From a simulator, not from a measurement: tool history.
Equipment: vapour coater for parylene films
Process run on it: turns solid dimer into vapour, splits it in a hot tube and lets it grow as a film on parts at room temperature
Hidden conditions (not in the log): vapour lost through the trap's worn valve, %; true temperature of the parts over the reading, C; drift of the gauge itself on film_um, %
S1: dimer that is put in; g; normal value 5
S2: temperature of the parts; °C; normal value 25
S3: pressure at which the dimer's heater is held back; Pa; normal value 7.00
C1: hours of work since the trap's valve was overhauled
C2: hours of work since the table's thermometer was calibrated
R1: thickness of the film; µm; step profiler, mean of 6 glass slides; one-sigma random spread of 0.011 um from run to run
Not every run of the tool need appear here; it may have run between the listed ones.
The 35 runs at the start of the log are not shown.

| run | hour | S1 | S2 | S3 | C1 | C2 | R1 |
|---|---|---|---|---|---|---|---|
| 36 | 482.4 | 6 | 25 | 2.03 | 388 | 61 | 4.71 |
| 37 | 491.3 | 6 | 25 | 2.03 | 394 | 67 | 4.69 |
|  | 506.4 | table's thermometer calibrated, once more |
| 38 | 508.5 | 6 | 25 | 2.03 | 405 | 1 | 4.60 |
| 39 | 522.6 | 2 | 21 | 7.00 | 414 | 11 | 1.62 |
| 40 | 531.7 | 3 | 34 | 7.00 | 420 | 16 | 1.53 |
| 41 | 548.2 | 4 | 32 | 8.23 | 430 | 27 | 2.15 |
| 42 | 564.0 | 5 | 25 | 9.69 | 441 | 37 | 3.42 |
| 43 | 572.9 | 5 | 25 | 2.92 | 446 | 43 | 3.71 |
| 44 | 591.6 | 5 | 17 | 3.94 | 459 | 55 | 4.83 |
| 45 | 609.4 | 2 | 17 | 2.87 | 470 | 67 | 1.98 |
| 46 | 619.8 | 2 | 17 | 2.87 | 477 | 74 | 1.97 |
|  | 627.3 | trap's valve overhauled |
| 47 | 641.1 | 2 | 17 | 2.87 | 9 | 85 | 2.12 |

Here are 4 independent what-if runs from the current tool condition. What would each one return?
| A | 656.2 | 2 | 17 | 7.39 | 19 | 95 | ? |
| B | 656.2 | 3 | 35 | 5.82 | 19 | 95 | ? |
| C | 656.2 | 2 | 17 | 10.78 | 19 | 95 | ? |
| D | 656.2 | 7 | 30 | 7.00 | 19 | 95 | ? |

| run | R1 |
|---|---|
| A | 1.97 |
| B | 1.56 |
| C | 1.94 |
| D | 4.35 |
Without the tool's unlogged condition, the same runs would have read:
| run | R1 |
|---|---|
| A | 1.96 |
| B | 1.56 |
| C | 1.93 |
| D | 4.35 |
